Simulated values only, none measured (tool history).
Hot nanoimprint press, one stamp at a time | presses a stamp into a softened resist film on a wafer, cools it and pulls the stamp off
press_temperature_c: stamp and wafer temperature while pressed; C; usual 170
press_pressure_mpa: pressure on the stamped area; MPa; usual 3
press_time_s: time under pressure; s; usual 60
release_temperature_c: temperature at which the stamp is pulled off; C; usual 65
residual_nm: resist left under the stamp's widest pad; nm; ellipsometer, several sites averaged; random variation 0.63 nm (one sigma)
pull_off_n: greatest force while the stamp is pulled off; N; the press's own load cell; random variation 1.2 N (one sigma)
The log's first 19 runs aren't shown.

run    day  press_temperature_c  press_pressure_mpa  press_time_s  release_temperature_c  hours of work since the thermocouple was calibrated  imprints on the stamp's release coat  hours of work since the press's seals were changed  residual_nm  pull_off_n
 20  6.429                  179                2.07            48                     63                                                  229                                  1416                                                 221        144.8         177
 21  6.742                  160                1.84            66                     60                                                  234                                  1433                                                 226        275.1         189
 22  7.158                  180                 3.3            66                     60                                                  240                                  1456                                                 232         97.9         189
 23  7.517                  180                 3.3            66                     60                                                  246                                  1477                                                 238         98.5         192
 24  7.892                  170                   3            41                     65                                                  252                                  1498                                                 244        187.7         167
 25  8.229                  170                   3            60                     57                                                  257                                  1517                                                 249        163.9         202
 26  8.471                  170                3.89            60                     60                                                  261                                  1530                                                 253        144.7         190
 27  8.696                  170                1.91            60                     60                                                  264                                  1543                                                 256        196.6         189
 28  8.992                  170                1.91            60                     60                                                  269                                  1559                                                 261        196.3         191
 29   9.35                  170                2.47            60                     60                                                  275                                  1579                                                 267        178.1         190
 30  9.742                  182                1.94            60                     70                                                  281                                  1601                                                 273        123.1         150

3 ways to go on from here, each from the tool as it stands after run 30. What would each give?
  A  9.996                  170                   3            95                     65                                                  285                                  1616                                                 277            ?           ?
  B  9.996                  170                2.28            41                     65                                                  285                                  1616                                                 277            ?           ?
  C  9.996                  178                 2.7            60                     60                                                  285                                  1616                                                 277            ?           ?

run  residual_nm  pull_off_n
  A        135.3         171
  B          211         171
  C        123.8         193
Without the tool's hidden state the same runs would have given:
run  residual_nm  pull_off_n
  A        127.4         143
  B        201.1         143
  C        117.2         162
